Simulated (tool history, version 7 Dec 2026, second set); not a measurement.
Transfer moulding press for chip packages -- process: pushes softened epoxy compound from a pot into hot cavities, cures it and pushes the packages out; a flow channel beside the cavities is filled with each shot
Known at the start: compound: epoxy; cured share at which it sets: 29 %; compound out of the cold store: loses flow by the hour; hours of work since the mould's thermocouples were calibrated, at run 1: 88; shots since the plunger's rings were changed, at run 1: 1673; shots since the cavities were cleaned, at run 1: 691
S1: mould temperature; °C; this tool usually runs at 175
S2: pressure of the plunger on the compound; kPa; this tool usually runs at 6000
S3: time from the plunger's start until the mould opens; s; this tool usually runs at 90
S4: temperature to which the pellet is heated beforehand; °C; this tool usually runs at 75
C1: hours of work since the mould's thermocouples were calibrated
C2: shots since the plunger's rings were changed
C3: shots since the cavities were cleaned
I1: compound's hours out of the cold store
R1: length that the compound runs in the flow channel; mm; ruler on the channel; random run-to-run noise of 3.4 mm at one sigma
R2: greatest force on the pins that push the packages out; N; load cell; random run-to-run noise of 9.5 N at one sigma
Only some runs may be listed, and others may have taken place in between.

run,hour,S1,S2,S3,S4,C1,C2,C3,I1,R1,R2
1,0,175,6000,90,75,88,1673,691,14.7,776,938
# hour 17.2: cavities cleaned with cleaning compound and waxed
2,57,175,6000,76,75,114,2219,391,36.8,672,1374
# hour 104.2: plunger's sealing rings changed
# hour 105.7: cavities cleaned with cleaning compound and waxed
3,113.4,175,6000,76,75,138,75,75,14.9,808,852
4,169.4,175,6000,90,75,164,625,625,39,682,887
# hour 188.8: cavities cleaned with cleaning compound and waxed
5,248.9,175,6000,90,75,200,1393,591,17.4,768,866
# hour 274.1: cavities cleaned with cleaning compound and waxed
6,307.4,175,6000,90,75,226,1953,328,38.7,665,742
7,350.1,175,6000,90,75,246,2373,748,37.4,667,892
# hour 358.2: cavities cleaned with cleaning compound and waxed
# hour 382: plunger's sealing rings changed
# hour 387.5: cavities cleaned with cleaning compound and waxed, once more
8,422.1,175,6000,90,75,277,379,340,13,809,780
# hour 471.6: cavities cleaned with cleaning compound and waxed
9,506.2,175,6000,90,75,315,1191,340,10.1,806,808
# hour 556.7: cavities cleaned with cleaning compound and waxed
10,556.7,171,6000,90,75,338,1673,0,35.6,694,548
11,607,171,6000,90,75,361,2168,495,32.5,701,1009
# hour 638.1: cavities cleaned with cleaning compound and waxed
# hour 660.8: plunger's sealing rings changed
12,677.6,175,6000,90,75,392,166,364,42,667,753
# hour 725.2: cavities cleaned with cleaning compound and waxed
13,734.3,175,6000,90,75,418,709,90,31.9,712,557
14,791.7,175,6000,90,75,444,1273,654,26.6,723,904
# hour 810.7: cavities cleaned with cleaning compound and waxed
15,851.5,175,6000,90,75,471,1846,401,27.3,709,798
# hour 894.1: cavities cleaned with cleaning compound and waxed
16,897.9,175,5340,76,75,492,2288,37,46.5,597,659
# hour 938: plunger's sealing rings changed
17,942.5,179,6000,93,75,511,44,451,44.3,660,660
# hour 979.6: cavities cleaned with cleaning compound and waxed
18,979.7,170,6000,93,71,528,395,1,14.8,814,599
19,1015.2,170,6000,93,71,544,744,350,20.2,782,990
# hour 1067.2: cavities cleaned with cleaning compound and waxed
20,1068.2,170,6000,93,71,568,1250,10,44,669,561
21,1110.2,170,6000,93,71,588,1664,424,17,783,1083
# hour 1150: cavities cleaned with cleaning compound and waxed
22,1156.5,178,6000,93,71,608,2104,64,40.8,653,444
# hour 1212.4: mould's thermocouples calibrated
# hour 1219.4: plunger's sealing rings changed
23,1219.4,171,6000,93,71,2,0,638,33.9,720,1045
# hour 1238.6: cavities cleaned with cleaning compound and waxed
24,1281.8,171,7250,93,71,30,599,425,46.8,723,840
# hour 1325.6: cavities cleaned with cleaning compound and waxed
25,1331.8,176,6750,98,73,53,1076,61,13.7,833,461
26,1377.3,182,6000,111,75,74,1523,508,18.1,754,624
# hour 1412.9: cavities cleaned with cleaning compound and waxed
27,1424.7,182,6000,111,75,95,1974,115,22.6,724,468
# hour 1497.5: plunger's sealing rings changed
# hour 1499: cavities cleaned with cleaning compound and waxed
28,1509.6,182,6000,111,75,133,103,103,43.7,658,445

Branching from run 28: 3 alternative next runs. What would each branch give?
# hour 1585.4: cavities cleaned with cleaning compound and waxed
A,1586.5,168,6000,89,75,167,845,11,8.1,?,?
# hour 1585.4: cavities cleaned with cleaning compound and waxed
B,1586.5,182,7180,111,70,167,845,11,24,?,?
# hour 1585.4: cavities cleaned with cleaning compound and waxed
C,1586.5,182,5350,90,69,167,845,11,15.7,?,?

run,R1,R2
A,841,813
B,797,376
C,734,373
With no hidden state in the tool, these same runs would have given:
run,R1,R2
A,857,748
B,813,347
C,747,343

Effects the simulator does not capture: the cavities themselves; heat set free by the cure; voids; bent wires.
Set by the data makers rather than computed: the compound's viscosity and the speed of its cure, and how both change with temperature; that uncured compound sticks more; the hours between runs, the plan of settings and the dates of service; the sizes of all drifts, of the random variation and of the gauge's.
